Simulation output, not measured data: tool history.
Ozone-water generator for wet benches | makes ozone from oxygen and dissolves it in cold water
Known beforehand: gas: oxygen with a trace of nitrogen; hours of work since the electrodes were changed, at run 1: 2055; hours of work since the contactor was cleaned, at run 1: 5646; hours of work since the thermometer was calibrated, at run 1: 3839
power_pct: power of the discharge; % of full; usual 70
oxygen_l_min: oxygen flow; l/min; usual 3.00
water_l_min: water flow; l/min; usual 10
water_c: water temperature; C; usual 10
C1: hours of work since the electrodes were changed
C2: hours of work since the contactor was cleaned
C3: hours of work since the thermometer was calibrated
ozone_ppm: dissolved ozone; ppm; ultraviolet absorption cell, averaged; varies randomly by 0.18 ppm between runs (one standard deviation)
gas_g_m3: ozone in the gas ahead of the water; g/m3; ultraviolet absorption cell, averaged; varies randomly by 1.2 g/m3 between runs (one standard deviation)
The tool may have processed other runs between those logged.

{"run": 1, "hour": 0.0, "power_pct": 70, "oxygen_l_min": 3.0, "water_l_min": 10, "water_c": 10, "C1": 2055, "C2": 5646, "C3": 3839, "ozone_ppm": 24.1, "gas_g_m3": 224.5}
{"run": 2, "hour": 68.0, "power_pct": 76, "oxygen_l_min": 3.0, "water_l_min": 10, "water_c": 10, "C1": 2101, "C2": 5692, "C3": 3885, "ozone_ppm": 25.2, "gas_g_m3": 233.1}
{"run": 3, "hour": 165.8, "power_pct": 76, "oxygen_l_min": 3.0, "water_l_min": 10, "water_c": 10, "C1": 2168, "C2": 5759, "C3": 3951, "ozone_ppm": 24.9, "gas_g_m3": 233.1}
{"run": 4, "hour": 246.0, "power_pct": 70, "oxygen_l_min": 3.0, "water_l_min": 10, "water_c": 10, "C1": 2222, "C2": 5813, "C3": 4006, "ozone_ppm": 23.9, "gas_g_m3": 223.3}
{"run": 5, "hour": 312.4, "power_pct": 70, "oxygen_l_min": 3.0, "water_l_min": 10, "water_c": 10, "C1": 2267, "C2": 5858, "C3": 4051, "ozone_ppm": 24.1, "gas_g_m3": 223.1}
{"run": 6, "hour": 359.2, "power_pct": 70, "oxygen_l_min": 2.03, "water_l_min": 10, "water_c": 10, "C1": 2299, "C2": 5890, "C3": 4083, "ozone_ppm": 20.9, "gas_g_m3": 254.8}
{"run": 7, "hour": 447.4, "power_pct": 70, "oxygen_l_min": 2.03, "water_l_min": 10, "water_c": 10, "C1": 2359, "C2": 5950, "C3": 4143, "ozone_ppm": 21.6, "gas_g_m3": 253.0}
{"run": 8, "hour": 553.5, "power_pct": 70, "oxygen_l_min": 3.0, "water_l_min": 10, "water_c": 10, "C1": 2431, "C2": 6022, "C3": 4215, "ozone_ppm": 23.7, "gas_g_m3": 223.9}
{"run": 9, "hour": 629.4, "power_pct": 70, "oxygen_l_min": 3.0, "water_l_min": 10, "water_c": 10, "C1": 2483, "C2": 6074, "C3": 4266, "ozone_ppm": 23.9, "gas_g_m3": 225.1}
{"run": 10, "hour": 702.5, "power_pct": 70, "oxygen_l_min": 3.0, "water_l_min": 10, "water_c": 10, "C1": 2533, "C2": 6123, "C3": 4316, "ozone_ppm": 23.9, "gas_g_m3": 223.5}
{"run": 11, "hour": 786.1, "power_pct": 70, "oxygen_l_min": 3.0, "water_l_min": 10, "water_c": 10, "C1": 2589, "C2": 6180, "C3": 4373, "ozone_ppm": 24.2, "gas_g_m3": 225.2}
{"run": 12, "hour": 834.6, "power_pct": 70, "oxygen_l_min": 3.0, "water_l_min": 10, "water_c": 10, "C1": 2622, "C2": 6213, "C3": 4406, "ozone_ppm": 23.7, "gas_g_m3": 222.2}
{"run": 13, "hour": 938.2, "power_pct": 70, "oxygen_l_min": 3.0, "water_l_min": 10, "water_c": 10, "C1": 2693, "C2": 6284, "C3": 4476, "ozone_ppm": 24.1, "gas_g_m3": 224.2}
{"run": 14, "hour": 991.5, "power_pct": 70, "oxygen_l_min": 3.0, "water_l_min": 10, "water_c": 10, "C1": 2729, "C2": 6320, "C3": 4512, "ozone_ppm": 23.6, "gas_g_m3": 222.6}
{"hour": 1024.9, "done": "water thermometer calibrated"}
{"run": 15, "hour": 1085.6, "power_pct": 70, "oxygen_l_min": 3.0, "water_l_min": 10, "water_c": 10, "C1": 2793, "C2": 6384, "C3": 41, "ozone_ppm": 24.0, "gas_g_m3": 220.7}
{"run": 16, "hour": 1132.7, "power_pct": 70, "oxygen_l_min": 3.0, "water_l_min": 10, "water_c": 10, "C1": 2825, "C2": 6416, "C3": 73, "ozone_ppm": 23.8, "gas_g_m3": 225.5}
{"run": 17, "hour": 1229.5, "power_pct": 45, "oxygen_l_min": 2.07, "water_l_min": 7, "water_c": 8, "C1": 2890, "C2": 6481, "C3": 139, "ozone_ppm": 24.5, "gas_g_m3": 197.4}
{"run": 18, "hour": 1297.4, "power_pct": 45, "oxygen_l_min": 2.07, "water_l_min": 7, "water_c": 8, "C1": 2937, "C2": 6528, "C3": 185, "ozone_ppm": 24.8, "gas_g_m3": 197.8}

For run 19, what comes out?
{"run": 19, "hour": 1378.6, "power_pct": 49, "oxygen_l_min": 4.51, "water_l_min": 6, "water_c": 7, "C1": 2992, "C2": 6583, "C3": 240, "ozone_ppm": "?", "gas_g_m3": "?"}

{"run 19": {"ozone_ppm": 33.6, "gas_g_m3": 160.9}}
With the hidden condition absent and the run-to-run variation left alone, this run would have shown ozone_ppm 35.6 ppm, gas_g_m3 164.3 g/m3.
